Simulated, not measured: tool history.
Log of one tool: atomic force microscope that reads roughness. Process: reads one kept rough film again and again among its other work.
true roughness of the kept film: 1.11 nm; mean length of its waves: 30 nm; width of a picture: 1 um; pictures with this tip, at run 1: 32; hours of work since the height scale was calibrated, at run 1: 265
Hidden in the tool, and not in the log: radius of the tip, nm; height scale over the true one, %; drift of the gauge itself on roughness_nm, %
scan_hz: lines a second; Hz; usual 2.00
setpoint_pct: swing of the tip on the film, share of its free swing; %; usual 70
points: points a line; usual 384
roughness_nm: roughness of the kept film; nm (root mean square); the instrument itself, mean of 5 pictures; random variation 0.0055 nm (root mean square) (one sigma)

run,hour,scan_hz,setpoint_pct,points,pictures with this tip,hours of work since the height scale was calibrated,roughness_nm
1,0.0,2.00,70,384,32,265,0.934
2,12.7,2.00,70,384,42,271,0.938
3,26.9,2.00,70,384,53,278,0.941
4,43.5,2.00,70,384,65,286,0.931
5,53.7,2.00,70,384,73,291,0.923
6,61.2,2.00,77,384,79,295,0.897
7,75.0,2.00,77,384,90,301,0.887
8,86.1,2.35,56,266,98,306,0.947
9,98.0,2.35,56,266,108,312,0.957
10,106.5,1.14,56,442,114,316,0.984

Forecast run 11:
11,120.5,1.14,56,442,125,323,?

roughness_nm: 0.974 nm (root mean square)
Without the tool's hidden state the same run would have given roughness_nm 1.026 nm (root mean square).
